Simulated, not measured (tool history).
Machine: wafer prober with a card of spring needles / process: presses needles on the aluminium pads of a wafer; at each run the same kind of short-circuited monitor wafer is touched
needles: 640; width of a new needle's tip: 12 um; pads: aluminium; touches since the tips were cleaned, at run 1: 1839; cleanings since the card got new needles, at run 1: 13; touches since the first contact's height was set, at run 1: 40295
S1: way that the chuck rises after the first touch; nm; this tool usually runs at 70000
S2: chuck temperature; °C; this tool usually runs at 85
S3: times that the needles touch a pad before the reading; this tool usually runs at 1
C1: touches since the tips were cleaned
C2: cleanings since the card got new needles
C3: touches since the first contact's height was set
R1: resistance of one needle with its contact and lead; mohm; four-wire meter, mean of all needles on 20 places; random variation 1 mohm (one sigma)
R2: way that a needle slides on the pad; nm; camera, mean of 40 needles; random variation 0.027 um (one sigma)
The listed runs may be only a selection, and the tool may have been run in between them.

Run 1, hour 0: usual settings; C1 1839; C2 13; C3 40295. Result: R1 242 mohm, R2 14790 nm.
At hour 3.2: tips cleaned on abrasive film.
Run 2, hour 9.8: usual settings but S1 52000 nm; C1 1539; C2 14; C3 42567. Result: R1 259 mohm, R2 10850 nm.
At hour 14.6: tips cleaned on abrasive film.
Run 3, hour 15.8: usual settings; C1 265; C2 15; C3 43951. Result: R1 238 mohm, R2 14710 nm.
Run 4, hour 20.3: usual settings; C1 1317; C2 15; C3 45003. Result: R1 243 mohm, R2 14690 nm.
Run 5, hour 24.3: usual settings; C1 2278; C2 15; C3 45964. Result: R1 244 mohm, R2 14680 nm.
At hour 25.8: tips cleaned on abrasive film.
Run 6, hour 31.8: usual settings but S2 121 °C; C1 1415; C2 16; C3 47692. Result: R1 250 mohm, R2 14660 nm.
At hour 36.9: tips cleaned on abrasive film.
Run 7, hour 39.6: usual settings but S2 121 °C; C1 649; C2 17; C3 49501. Result: R1 246 mohm, R2 14640 nm.
At hour 48.1: tips cleaned on abrasive film.
Run 8, hour 48.7: usual settings but S2 121 °C; C1 146; C2 18; C3 51610. Result: R1 246 mohm, R2 14590 nm.
At hour 50.1: tips cleaned on abrasive film, once more.
Run 9, hour 55.7: usual settings but S2 121 °C; C1 1310; C2 19; C3 53232. Result: R1 251 mohm, R2 14630 nm.
At hour 61.8: tips cleaned on abrasive film.
Run 10, hour 62.1: usual settings but S1 56000 nm, S2 121 °C; C1 56; C2 20; C3 54702. Result: R1 249 mohm, R2 11610 nm.
Run 11, hour 69.8: usual settings but S1 56000 nm, S2 121 °C; C1 1867; C2 20; C3 56513. Result: R1 255 mohm, R2 11600 nm.
At hour 73.3: tips cleaned on abrasive film.
Run 12, hour 79.7: usual settings but S1 56000 nm, S2 121 °C; C1 1494; C2 21; C3 58809. Result: R1 255 mohm, R2 11540 nm.
At hour 84.9: tips cleaned on abrasive film.
Run 13, hour 88.4: usual settings but S1 56000 nm, S2 121 °C; C1 812; C2 22; C3 60829. Result: R1 252 mohm, R2 11550 nm.
Run 14, hour 93.7: usual settings but S1 56000 nm, S2 58 °C; C1 2069; C2 22; C3 62086. Result: R1 243 mohm, R2 11530 nm.
At hour 96.2: tips cleaned on abrasive film.
Run 15, hour 97.9: usual settings; C1 416; C2 23; C3 63054. Result: R1 237 mohm, R2 14530 nm.
Run 16, hour 106.8: usual settings; C1 2498; C2 23; C3 65136. Result: R1 245 mohm, R2 14580 nm.
At hour 107.7: tips cleaned on abrasive film.
Run 17, hour 113.6: usual settings but S2 30 °C; C1 1376; C2 24; C3 66695. Result: R1 229 mohm, R2 14520 nm.
At hour 119.1: tips cleaned on abrasive film.
Run 18, hour 121.1: usual settings but S2 30 °C; C1 470; C2 25; C3 68437. Result: R1 226 mohm, R2 14530 nm.
At hour 130.8: tips cleaned on abrasive film.
Run 19, hour 131.3: usual settings but S2 30 °C; C1 133; C2 26; C3 70821. Result: R1 223 mohm, R2 14500 nm.
Run 20, hour 135.9: usual settings but S3 2; C1 1206; C2 26; C3 71894. Result: R1 241 mohm, R2 14500 nm.
Run 21, hour 140.2: usual settings but S1 53000 nm, S3 2; C1 2206; C2 26; C3 72894. Result: R1 246 mohm, R2 10800 nm.
At hour 142: tips cleaned on abrasive film.
Run 22, hour 144.4: usual settings but S1 54000 nm, S2 76 °C; C1 580; C2 27; C3 73874. Result: R1 241 mohm, R2 11050 nm.
At hour 153: tips cleaned on abrasive film.
Run 23, hour 153.9: usual settings but S1 52000 nm, S2 51 °C; C1 204; C2 28; C3 76067. Result: R1 234 mohm, R2 10630 nm.
At hour 164.1: tips cleaned on abrasive film.
Run 24, hour 164.1: usual settings but S2 87 °C; C1 0; C2 29; C3 78438. Result: R1 238 mohm, R2 14440 nm.
Run 25, hour 172.1: usual settings but S1 68000 nm, S2 32 °C, S3 2; C1 1892; C2 29; C3 80330. Result: R1 226 mohm, R2 14030 nm.
At hour 175.9: tips cleaned on abrasive film.
Run 26, hour 181.2: usual settings but S1 61000 nm, S2 29 °C; C1 1261; C2 30; C3 82443. Result: R1 230 mohm, R2 12500 nm.
Run 27, hour 185.8: usual settings but S1 54000 nm, S3 2; C1 2326; C2 30; C3 83508. Result: R1 248 mohm, R2 11030 nm.
At hour 187.5: tips cleaned on abrasive film.
At hour 190.1: height of the first contact set anew.
Run 28, hour 194.3: usual settings but S1 80000 nm, S2 81 °C, S3 2; C1 1544; C2 31; C3 994. Result: R1 238 mohm, R2 17140 nm.
At hour 199.3: tips cleaned on abrasive film.
Run 29, hour 203.7: usual settings but S1 80000 nm, S2 81 °C, S3 2; C1 1031; C2 32; C3 3169. Result: R1 237 mohm, R2 17120 nm.
At hour 210.4: tips cleaned on abrasive film.
Run 30, hour 211.3: usual settings but S2 49 °C, S3 2; C1 208; C2 33; C3 4925. Result: R1 228 mohm, R2 14940 nm.
Run 31, hour 217.7: usual settings but S2 49 °C, S3 2; C1 1719; C2 33; C3 6436. Result: R1 233 mohm, R2 14950 nm.
At hour 222.1: tips cleaned on abrasive film.
Run 32, hour 225.7: usual settings but S1 67000 nm, S2 72 °C, S3 2; C1 841; C2 34; C3 8274. Result: R1 237 mohm, R2 14260 nm.
At hour 233.1: tips cleaned on abrasive film.
Run 33, hour 233.1: usual settings but S1 67000 nm, S2 72 °C, S3 2; C1 0; C2 35; C3 10006. Result: R1 236 mohm, R2 14240 nm.
Run 34, hour 238.2: usual settings but S1 67000 nm, S2 72 °C, S3 2; C1 1196; C2 35; C3 11202. Result: R1 238 mohm, R2 14320 nm.
Run 35, hour 242.3: usual settings but S1 67000 nm, S2 72 °C, S3 2; C1 2156; C2 35; C3 12162. Result: R1 238 mohm, R2 14290 nm.

3 options for the next run, each taken on its own from the tool as it stands now. Forecast them:
At hour 244.8: tips cleaned on abrasive film.
Run A, hour 251: usual settings but S1 81000 nm; C1 1466; C2 36; C3 14187. Result: R1 ?, R2 ?.
At hour 244.8: tips cleaned on abrasive film.
Run B, hour 251: usual settings but S1 50000 nm, S2 27 °C; C1 1466; C2 36; C3 14187. Result: R1 ?, R2 ?.
At hour 244.8: tips cleaned on abrasive film.
Run C, hour 251: usual settings but S1 71000 nm, S2 66 °C, S3 2; C1 1466; C2 36; C3 14187. Result: R1 ?, R2 ?.

run   R1     R2
  A  239  17280
  B  233  10570
  C  235  15150
Take away the tool's hidden state, keep each run's random variation, and the runs would have read:
run   R1     R2
  A  235  17370
  B  223  10660
  C  232  15240
